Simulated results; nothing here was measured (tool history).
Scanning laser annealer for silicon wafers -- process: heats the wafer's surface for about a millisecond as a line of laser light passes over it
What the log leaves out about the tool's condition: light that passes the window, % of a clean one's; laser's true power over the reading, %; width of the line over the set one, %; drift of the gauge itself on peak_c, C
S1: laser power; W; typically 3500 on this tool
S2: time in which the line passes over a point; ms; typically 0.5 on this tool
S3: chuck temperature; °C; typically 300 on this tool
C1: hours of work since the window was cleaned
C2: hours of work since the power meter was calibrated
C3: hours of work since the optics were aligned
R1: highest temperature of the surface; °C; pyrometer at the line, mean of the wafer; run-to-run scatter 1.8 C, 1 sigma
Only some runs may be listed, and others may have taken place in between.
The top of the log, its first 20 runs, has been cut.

| run | day | S1 | S2 | S3 | C1 | C2 | C3 | R1 |
|---|---|---|---|---|---|---|---|---|
|  | 13.975 | laser's power meter calibrated |
| 21 | 14.412 | 3355 | 0.399 | 263 | 142 | 5 | 597 | 837 |
| 22 | 15.342 | 3314 | 0.461 | 263 | 152 | 14 | 607 | 874 |
| 23 | 15.842 | 3340 | 0.383 | 302 | 157 | 20 | 612 | 856 |
| 24 | 16.408 | 3264 | 0.498 | 320 | 163 | 26 | 618 | 946 |
| 25 | 17.146 | 3264 | 0.498 | 320 | 171 | 33 | 626 | 943 |
| 26 | 17.567 | 3264 | 0.498 | 320 | 176 | 38 | 630 | 941 |
| 27 | 18.117 | 3134 | 0.533 | 302 | 181 | 44 | 636 | 919 |
| 28 | 18.717 | 3628 | 0.411 | 281 | 188 | 50 | 642 | 918 |
| 29 | 19.167 | 3266 | 0.469 | 323 | 192 | 55 | 647 | 923 |
|  | 19.467 | laser's power meter calibrated, once more |
| 30 | 20.054 | 3453 | 0.399 | 289 | 200 | 6 | 655 | 875 |
| 31 | 20.671 | 3500 | 0.424 | 335 | 207 | 13 | 662 | 950 |

5 options for the next run, each taken on its own from the tool as it stands now. Forecast them:
| A | 21.275 | 3429 | 0.5 | 323 | 213 | 19 | 668 | ? |
| B | 21.275 | 3673 | 0.5 | 300 | 213 | 19 | 668 | ? |
| C | 21.275 | 3316 | 0.583 | 292 | 213 | 19 | 668 | ? |
| D | 21.275 | 3737 | 0.424 | 328 | 213 | 19 | 668 | ? |
| E | 21.275 | 3500 | 0.424 | 265 | 213 | 19 | 668 | ? |

| run | R1 |
|---|---|
| A | 980 |
| B | 1018 |
| C | 979 |
| D | 997 |
| E | 880 |
Take away the tool's hidden state, keep each run's random variation, and the runs would have read:
| run | R1 |
|---|---|
| A | 1025 |
| B | 1067 |
| C | 1026 |
| D | 1043 |
| E | 922 |
